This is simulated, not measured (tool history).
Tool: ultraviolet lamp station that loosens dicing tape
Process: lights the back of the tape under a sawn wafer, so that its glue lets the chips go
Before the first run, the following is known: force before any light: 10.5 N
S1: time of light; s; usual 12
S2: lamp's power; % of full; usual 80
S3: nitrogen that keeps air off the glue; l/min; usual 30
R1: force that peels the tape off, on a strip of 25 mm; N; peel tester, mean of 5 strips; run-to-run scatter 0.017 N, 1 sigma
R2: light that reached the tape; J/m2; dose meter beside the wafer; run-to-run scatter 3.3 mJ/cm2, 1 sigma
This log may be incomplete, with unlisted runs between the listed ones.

run	day	S1	S2	S3	R1	R2
1	0.000	12	80	30	1.070	4680
2	1.571	12	80	30	1.053	4640
3	2.592	12	80	30	1.120	4610
4	3.504	8	80	30	2.221	3040
5	4.442	8	80	30	2.265	3030
6	5.871	8	80	30	2.320	3010
# day 6.046: window cleaned of glue's vapour
7	7.279	8	80	30	2.112	3250
8	7.996	8	80	30	2.150	3160
9	9.500	12	80	30	1.038	4700
10	10.542	12	80	30	1.056	4630
11	11.862	12	80	30	1.128	4570
12	12.708	7	80	30	2.755	2620
13	13.608	12	80	30	1.153	4410
14	14.746	12	80	30	1.216	4410
15	16.017	12	80	30	1.221	4370
16	16.896	12	69	30	1.618	3750
17	17.829	12	69	30	1.670	3710
18	18.708	15	90	28	0.667	5930
19	19.708	7	80	30	3.102	2480
20	20.675	7	80	30	3.052	2430
21	22.125	7	80	30	3.041	2380
# day 22.754: window cleaned of glue's vapour
22	23.650	8	71	20	3.359	2590
23	24.383	8	61	20	3.969	2190
24	25.167	8	61	20	3.953	2190
25	26.167	8	61	20	4.018	2140
26	27.492	22	95	37	0.250	9110
27	28.796	22	98	10	0.568	9290
28	29.921	12	79	58	1.000	4040
29	30.829	12	96	58	0.651	4900
30	32.283	12	61	30	2.249	3040
31	33.879	12	80	11	2.721	3900
32	34.700	10	72	31	2.394	2900
33	35.650	9	83	27	2.501	2970

Forecast each of these 3 alternatives for the next run:
A	37.242	15	76	14	?	?
B	37.242	11	79	36	?	?
C	37.242	9	93	27	?	?

run	R1	R2
A	1.976	4460
B	1.674	3400
C	2.124	3290
The same runs, with their run-to-run variation unchanged, on a tool lacking any hidden condition would have given:
run	R1	R2
A	1.076	6210
B	0.887	4740
C	1.194	4590

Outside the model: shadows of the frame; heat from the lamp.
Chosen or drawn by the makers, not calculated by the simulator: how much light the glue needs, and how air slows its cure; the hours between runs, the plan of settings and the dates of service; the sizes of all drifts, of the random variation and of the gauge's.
